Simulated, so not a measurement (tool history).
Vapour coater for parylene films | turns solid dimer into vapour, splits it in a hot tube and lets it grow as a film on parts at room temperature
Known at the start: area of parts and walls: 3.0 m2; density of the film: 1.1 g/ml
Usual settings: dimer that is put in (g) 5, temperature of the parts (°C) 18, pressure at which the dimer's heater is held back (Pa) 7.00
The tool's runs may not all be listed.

run	hour	dimer that is put in (g)	temperature of the parts (°C)	pressure at which the dimer's heater is held back (Pa)	thickness of the film (µm)
1	0.0	5	18	7.00	0.72
# hour 27.9: trap's valve overhauled
2	32.3	5	18	7.00	0.72
3	69.9	5	18	7.00	0.72
4	115.1	5	18	7.00	0.72
5	144.7	5	26	7.00	0.62
6	187.8	5	26	7.00	0.62
7	248.7	5	26	7.00	0.62
8	278.7	5	26	7.00	0.64
9	314.0	5	18	7.00	0.73
# hour 349.1: trap's valve overhauled
10	357.1	5	18	7.00	0.72
11	414.6	5	18	7.00	0.70
12	451.2	4	18	7.00	0.57
13	508.9	8	13	10.32	1.22
14	537.3	9	12	2.70	1.62
15	590.5	5	12	2.70	0.91
16	624.2	5	12	2.70	0.91
17	653.2	7	18	7.00	1.00
# hour 671.4: trap's valve overhauled
18	699.7	7	18	7.00	1.03
19	751.5	6	25	7.00	0.75
20	796.2	6	25	7.00	0.77
21	855.0	6	13	6.75	0.96
22	910.5	6	24	6.12	0.78
23	937.9	4	25	2.07	0.57
# hour 994.2: trap's valve overhauled
24	996.6	4	10	7.00	0.69

Forecast each of these 3 alternatives for the next run:
A	1025.2	4	10	7.00	?
B	1025.2	6	26	11.87	?
C	1025.2	5	25	2.20	?

run	thickness of the film (µm)
A	0.63
B	0.70
C	0.71
Without the tool's hidden state the same runs would have given:
run	thickness of the film (µm)
A	0.64
B	0.70
C	0.71
